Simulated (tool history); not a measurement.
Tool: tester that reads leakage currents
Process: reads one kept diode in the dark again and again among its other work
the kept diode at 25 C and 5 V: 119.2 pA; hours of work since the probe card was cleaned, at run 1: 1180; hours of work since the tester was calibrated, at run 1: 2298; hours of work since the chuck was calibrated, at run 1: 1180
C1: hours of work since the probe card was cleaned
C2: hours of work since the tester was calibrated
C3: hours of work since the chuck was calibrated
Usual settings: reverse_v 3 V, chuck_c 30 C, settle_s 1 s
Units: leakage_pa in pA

{"run": 1, "hour": 0.0, "reverse_v": 3, "chuck_c": 30, "settle_s": 1, "C1": 1180, "C2": 2298, "C3": 1180, "leakage_pa": 123.17}
{"run": 2, "hour": 74.3, "reverse_v": 3, "chuck_c": 30, "settle_s": 1, "C1": 1223, "C2": 2340, "C3": 1223, "leakage_pa": 122.75}
{"hour": 121.4, "done": "chuck's temperature calibrated"}
{"run": 3, "hour": 138.1, "reverse_v": 3, "chuck_c": 30, "settle_s": 1, "C1": 1258, "C2": 2376, "C3": 10, "leakage_pa": 147.13}
{"run": 4, "hour": 224.1, "reverse_v": 3, "chuck_c": 25, "settle_s": 1, "C1": 1307, "C2": 2425, "C3": 59, "leakage_pa": 96.73}
{"run": 5, "hour": 288.5, "reverse_v": 3, "chuck_c": 25, "settle_s": 1.11, "C1": 1344, "C2": 2461, "C3": 95, "leakage_pa": 96.62}
{"run": 6, "hour": 351.2, "reverse_v": 3, "chuck_c": 25, "settle_s": 1.11, "C1": 1379, "C2": 2497, "C3": 131, "leakage_pa": 96.2}
{"run": 7, "hour": 465.1, "reverse_v": 3, "chuck_c": 22, "settle_s": 1, "C1": 1444, "C2": 2562, "C3": 196, "leakage_pa": 74.45}
{"run": 8, "hour": 565.5, "reverse_v": 3.11, "chuck_c": 30, "settle_s": 1, "C1": 1502, "C2": 2619, "C3": 253, "leakage_pa": 143.9}
{"run": 9, "hour": 622.7, "reverse_v": 3.11, "chuck_c": 30, "settle_s": 1, "C1": 1534, "C2": 2652, "C3": 286, "leakage_pa": 142.72}
{"hour": 662.0, "done": "tester calibrated"}
{"run": 10, "hour": 726.4, "reverse_v": 3.11, "chuck_c": 30, "settle_s": 1, "C1": 1592, "C2": 37, "C3": 344, "leakage_pa": 141.5}
{"run": 11, "hour": 834.2, "reverse_v": 3.11, "chuck_c": 30, "settle_s": 1, "C1": 1654, "C2": 98, "C3": 405, "leakage_pa": 140.38}
{"run": 12, "hour": 951.2, "reverse_v": 3, "chuck_c": 30, "settle_s": 0.32, "C1": 1720, "C2": 165, "C3": 472, "leakage_pa": 136.83}
{"run": 13, "hour": 1056.7, "reverse_v": 3, "chuck_c": 30, "settle_s": 0.32, "C1": 1781, "C2": 225, "C3": 532, "leakage_pa": 135.37}
{"run": 14, "hour": 1145.4, "reverse_v": 3, "chuck_c": 30, "settle_s": 0.32, "C1": 1831, "C2": 276, "C3": 583, "leakage_pa": 135.08}
{"hour": 1185.3, "done": "tester calibrated, once more"}
{"run": 15, "hour": 1244.1, "reverse_v": 5.34, "chuck_c": 30, "settle_s": 1, "C1": 1886, "C2": 34, "C3": 638, "leakage_pa": 174.73}
{"run": 16, "hour": 1319.5, "reverse_v": 5.34, "chuck_c": 30, "settle_s": 0.32, "C1": 1929, "C2": 77, "C3": 681, "leakage_pa": 174.77}
{"run": 17, "hour": 1386.6, "reverse_v": 3, "chuck_c": 30, "settle_s": 1, "C1": 1967, "C2": 115, "C3": 719, "leakage_pa": 134.47}
{"run": 18, "hour": 1515.9, "reverse_v": 3, "chuck_c": 30, "settle_s": 1, "C1": 2041, "C2": 188, "C3": 793, "leakage_pa": 133.76}
{"run": 19, "hour": 1636.5, "reverse_v": 3, "chuck_c": 30, "settle_s": 1.23, "C1": 2110, "C2": 257, "C3": 861, "leakage_pa": 132.55}
{"run": 20, "hour": 1696.0, "reverse_v": 3, "chuck_c": 30, "settle_s": 1, "C1": 2144, "C2": 291, "C3": 895, "leakage_pa": 132.36}
{"run": 21, "hour": 1774.7, "reverse_v": 7.54, "chuck_c": 27, "settle_s": 8.46, "C1": 2189, "C2": 336, "C3": 940, "leakage_pa": 152.55}
{"run": 22, "hour": 1887.9, "reverse_v": 19.51, "chuck_c": 30, "settle_s": 1.78, "C1": 2253, "C2": 401, "C3": 1005, "leakage_pa": 290.83}
{"run": 23, "hour": 1987.0, "reverse_v": 1.04, "chuck_c": 29, "settle_s": 3.1, "C1": 2310, "C2": 457, "C3": 1061, "leakage_pa": 76.88}
{"run": 24, "hour": 2103.0, "reverse_v": 2.98, "chuck_c": 34, "settle_s": 1, "C1": 2376, "C2": 523, "C3": 1127, "leakage_pa": 175.4}
{"run": 25, "hour": 2220.8, "reverse_v": 7.12, "chuck_c": 33, "settle_s": 1.45, "C1": 2443, "C2": 590, "C3": 1195, "leakage_pa": 230.6}
{"hour": 2315.6, "done": "chuck's temperature calibrated"}
{"run": 26, "hour": 2315.6, "reverse_v": 2.14, "chuck_c": 30, "settle_s": 0.98, "C1": 2496, "C2": 643, "C3": 0, "leakage_pa": 128.21}
{"run": 27, "hour": 2427.8, "reverse_v": 2.86, "chuck_c": 30, "settle_s": 1, "C1": 2560, "C2": 707, "C3": 64, "leakage_pa": 143.4}
{"run": 28, "hour": 2503.6, "reverse_v": 1.11, "chuck_c": 25, "settle_s": 4.28, "C1": 2603, "C2": 750, "C3": 107, "leakage_pa": 64.17}
{"run": 29, "hour": 2621.6, "reverse_v": 5.59, "chuck_c": 32, "settle_s": 4.28, "C1": 2670, "C2": 818, "C3": 174, "leakage_pa": 219.25}
{"run": 30, "hour": 2677.1, "reverse_v": 5.59, "chuck_c": 32, "settle_s": 4.28, "C1": 2702, "C2": 849, "C3": 206, "leakage_pa": 218.01}
{"run": 31, "hour": 2780.7, "reverse_v": 12.79, "chuck_c": 26, "settle_s": 7.04, "C1": 2761, "C2": 908, "C3": 265, "leakage_pa": 194.2}
{"run": 32, "hour": 2838.1, "reverse_v": 12.79, "chuck_c": 48, "settle_s": 1.34, "C1": 2794, "C2": 941, "C3": 298, "leakage_pa": 1000.9}
{"run": 33, "hour": 2908.9, "reverse_v": 12.79, "chuck_c": 48, "settle_s": 1.34, "C1": 2834, "C2": 981, "C3": 338, "leakage_pa": 999.16}

Forecast run 34:
{"run": 34, "hour": 3013.1, "reverse_v": 1.9, "chuck_c": 34, "settle_s": 4.25, "C1": 2893, "C2": 1041, "C3": 398, "leakage_pa": "?"}

leakage_pa: 159.08 pA
Without the tool's hidden state the same run would have given leakage_pa 167.46 pA.
